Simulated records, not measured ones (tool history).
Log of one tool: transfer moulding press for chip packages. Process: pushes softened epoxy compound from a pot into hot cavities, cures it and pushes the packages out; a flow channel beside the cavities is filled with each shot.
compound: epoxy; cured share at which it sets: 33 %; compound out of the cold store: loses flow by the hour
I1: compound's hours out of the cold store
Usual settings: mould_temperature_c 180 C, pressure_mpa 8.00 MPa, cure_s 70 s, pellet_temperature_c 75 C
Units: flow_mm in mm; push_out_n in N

run 1 hour=0.0 | mould_temperature_c=180 pressure_mpa=8.00 cure_s=70 pellet_temperature_c=75 | I1=16.8 | flow_mm=779 push_out_n=426
run 2 hour=26.9 | mould_temperature_c=180 pressure_mpa=8.00 cure_s=70 pellet_temperature_c=75 | I1=21.2 | flow_mm=762 push_out_n=487
run 3 hour=56.0 | mould_temperature_c=180 pressure_mpa=8.00 cure_s=70 pellet_temperature_c=75 | I1=34.2 | flow_mm=714 push_out_n=467
run 4 hour=85.6 | mould_temperature_c=180 pressure_mpa=8.00 cure_s=70 pellet_temperature_c=75 | I1=46.9 | flow_mm=677 push_out_n=453
run 5 hour=107.3 | mould_temperature_c=180 pressure_mpa=8.00 cure_s=70 pellet_temperature_c=75 | I1=18.0 | flow_mm=765 push_out_n=348
run 6 hour=141.1 | mould_temperature_c=180 pressure_mpa=8.00 cure_s=70 pellet_temperature_c=75 | I1=39.1 | flow_mm=697 push_out_n=390
run 7 hour=180.9 | mould_temperature_c=180 pressure_mpa=8.00 cure_s=70 pellet_temperature_c=75 | I1=43.7 | flow_mm=680 push_out_n=327
run 8 hour=201.0 | mould_temperature_c=179 pressure_mpa=8.00 cure_s=70 pellet_temperature_c=75 | I1=28.8 | flow_mm=725 push_out_n=424
run 9 hour=236.0 | mould_temperature_c=180 pressure_mpa=8.00 cure_s=70 pellet_temperature_c=75 | I1=10.4 | flow_mm=780 push_out_n=379
run 10 hour=254.9 | mould_temperature_c=180 pressure_mpa=8.00 cure_s=70 pellet_temperature_c=75 | I1=28.3 | flow_mm=716 push_out_n=417
run 11 hour=291.3 | mould_temperature_c=180 pressure_mpa=6.21 cure_s=70 pellet_temperature_c=75 | I1=46.3 | flow_mm=584 push_out_n=300
run 12 hour=313.7 | mould_temperature_c=172 pressure_mpa=6.12 cure_s=70 pellet_temperature_c=75 | I1=35.9 | flow_mm=646 push_out_n=653
run 13 hour=345.8 | mould_temperature_c=172 pressure_mpa=6.12 cure_s=70 pellet_temperature_c=75 | I1=29.2 | flow_mm=663 push_out_n=782
run 14 hour=364.1 | mould_temperature_c=180 pressure_mpa=7.29 cure_s=82 pellet_temperature_c=83 | I1=26.7 | flow_mm=710 push_out_n=199
run 15 hour=401.8 | mould_temperature_c=180 pressure_mpa=8.00 cure_s=60 pellet_temperature_c=74 | I1=18.5 | flow_mm=773 push_out_n=677
run 16 hour=429.8 | mould_temperature_c=180 pressure_mpa=6.66 cure_s=70 pellet_temperature_c=77 | I1=33.3 | flow_mm=656 push_out_n=266
run 17 hour=464.8 | mould_temperature_c=180 pressure_mpa=8.53 cure_s=70 pellet_temperature_c=81 | I1=25.7 | flow_mm=766 push_out_n=402
run 18 hour=483.8 | mould_temperature_c=176 pressure_mpa=8.53 cure_s=70 pellet_temperature_c=83 | I1=21.2 | flow_mm=787 push_out_n=549
run 19 hour=519.1 | mould_temperature_c=185 pressure_mpa=6.92 cure_s=70 pellet_temperature_c=75 | I1=39.1 | flow_mm=636 push_out_n=266
run 20 hour=558.0 | mould_temperature_c=185 pressure_mpa=6.92 cure_s=70 pellet_temperature_c=75 | I1=27.5 | flow_mm=665 push_out_n=326

Not shown: 10 entries that the log had between the listed runs. Between which runs, and how does the tool's hidden state differ before and after?
Between runs 1 and 2: cavities cleaned with cleaning compound and waxed (hour 26.9)
  true mould temperature over the reading, C: 0.22 -> 0.23; pressure that reaches the compound, % of what is set: 98.55 -> 97.93; grip of the stained cavities, % over clean ones': 62.9 -> 94.9
  measured less the result without the state, flow_mm: -6 -> -8 mm; push_out_n: +161 -> +234 N
Between runs 4 and 5: cavities cleaned with cleaning compound and waxed (hour 96.3)
  true mould temperature over the reading, C: 0.28 -> 0.29; pressure that reaches the compound, % of what is set: 96.47 -> 95.99; grip of the stained cavities, % over clean ones': 89.9 -> 24.7
  measured less the result without the state, flow_mm: -12 -> -17 mm; push_out_n: +211 -> +62 N
Between runs 6 and 7: cavities cleaned with cleaning compound and waxed (hour 165.7)
  true mould temperature over the reading, C: 0.32 -> 0.35; pressure that reaches the compound, % of what is set: 95.3 -> 94.45; grip of the stained cavities, % over clean ones': 62.5 -> 34.6
  measured less the result without the state, flow_mm: -18 -> -20 mm; push_out_n: +145 -> +77 N
Between runs 8 and 9: cavities cleaned with cleaning compound and waxed, once more (hour 215.1)
  true mould temperature over the reading, C: 0.36 -> 0.38; pressure that reaches the compound, % of what is set: 93.97 -> 93.19; grip of the stained cavities, % over clean ones': 57.9 -> 41.9
  measured less the result without the state, flow_mm: -23 -> -29 mm; push_out_n: +148 -> +104 N
Between runs 10 and 11: cavities cleaned with cleaning compound and waxed (hour 283.8)
  true mould temperature over the reading, C: 0.4 -> 0.42; pressure that reaches the compound, % of what is set: 92.77 -> 91.93; grip of the stained cavities, % over clean ones': 62.3 -> 17.7
  measured less the result without the state, flow_mm: -29 -> -26 mm; push_out_n: +154 -> +39 N
Between runs 11 and 12: plunger's sealing rings changed (hour 312.4)
  true mould temperature over the reading, C: 0.42 -> 0.43; pressure that reaches the compound, % of what is set: 91.93 -> 99.82; grip of the stained cavities, % over clean ones': 17.7 -> 48.5
  measured less the result without the state, flow_mm: -26 -> -2 mm; push_out_n: +39 -> +198 N
Between runs 12 and 13: mould's thermocouples calibrated (hour 336.7)
  true mould temperature over the reading, C: 0.43 -> 0.06; pressure that reaches the compound, % of what is set: 99.82 -> 99.13; grip of the stained cavities, % over clean ones': 48.5 -> 71.6
  measured less the result without the state, flow_mm: -2 -> -3 mm; push_out_n: +198 -> +326 N
Between runs 13 and 14: cavities cleaned with cleaning compound and waxed (hour 357.2)
  true mould temperature over the reading, C: 0.06 -> 0.07; pressure that reaches the compound, % of what is set: 99.13 -> 98.73; grip of the stained cavities, % over clean ones': 71.6 -> 16.9
  measured less the result without the state, flow_mm: -3 -> -5 mm; push_out_n: +326 -> +28 N
Between runs 15 and 16: cavities cleaned with cleaning compound and waxed (hour 428.8)
  true mould temperature over the reading, C: 0.09 -> 0.11; pressure that reaches the compound, % of what is set: 97.82 -> 97.21; grip of the stained cavities, % over clean ones': 64.5 -> 3.5
  measured less the result without the state, flow_mm: -9 -> -10 mm; push_out_n: +266 -> +7 N
Between runs 18 and 19: cavities cleaned with cleaning compound and waxed (hour 500.2)
  true mould temperature over the reading, C: 0.15 -> 0.18; pressure that reaches the compound, % of what is set: 95.93 -> 95.07; grip of the stained cavities, % over clean ones': 70.1 -> 37.9
  measured less the result without the state, flow_mm: -17 -> -17 mm; push_out_n: +223 -> +72 N
